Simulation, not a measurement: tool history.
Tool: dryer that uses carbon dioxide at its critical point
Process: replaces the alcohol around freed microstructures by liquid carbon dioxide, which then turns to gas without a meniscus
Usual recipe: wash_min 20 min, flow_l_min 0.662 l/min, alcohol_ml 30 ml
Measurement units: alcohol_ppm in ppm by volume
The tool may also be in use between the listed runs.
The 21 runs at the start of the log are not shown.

| run | hour | wash_min | flow_l_min | alcohol_ml | alcohol_ppm |
|---|---|---|---|---|---|
|  | 931.6 | purifier's bed changed |
| 22 | 945.1 | 23 | 0.752 | 43 | 36 |
| 23 | 997.8 | 20 | 0.471 | 47 | 610 |
| 24 | 1059.2 | 24 | 0.597 | 23 | 57 |
| 25 | 1100.5 | 24 | 0.601 | 47 | 90 |
| 26 | 1128.7 | 20 | 0.524 | 30 | 302 |
|  | 1151.9 | inlet filter changed |
| 27 | 1160.4 | 20 | 0.524 | 30 | 222 |
| 28 | 1215.5 | 14 | 0.443 | 30 | 1232 |
| 29 | 1248.3 | 17 | 0.440 | 59 | 1480 |
| 30 | 1278.2 | 20 | 0.662 | 29 | 90 |
| 31 | 1304.9 | 17 | 0.529 | 26 | 376 |
| 32 | 1342.5 | 17 | 0.529 | 26 | 391 |
| 33 | 1391.8 | 17 | 0.874 | 86 | 138 |
| 34 | 1438.3 | 17 | 0.769 | 46 | 150 |
| 35 | 1497.3 | 17 | 0.458 | 86 | 2165 |
| 36 | 1524.4 | 20 | 0.557 | 52 | 380 |
| 37 | 1571.4 | 13 | 0.662 | 100 | 1789 |
| 38 | 1618.8 | 18 | 0.415 | 55 | 1589 |
| 39 | 1653.2 | 18 | 0.415 | 55 | 1696 |
|  | 1667.3 | inlet filter changed |
| 40 | 1688.7 | 20 | 0.662 | 40 | 126 |

Here are 3 independent what-if runs from the current tool condition. What would each one return?
| A | 1737.7 | 20 | 0.625 | 30 | ? |
| B | 1737.7 | 20 | 0.559 | 41 | ? |
| C | 1737.7 | 20 | 0.682 | 72 | ? |

| run | alcohol_ppm |
|---|---|
| A | 137 |
| B | 256 |
| C | 176 |
Had the tool no hidden state, the same runs would have come out as:
| run | alcohol_ppm |
|---|---|
| A | 90 |
| B | 201 |
| C | 125 |
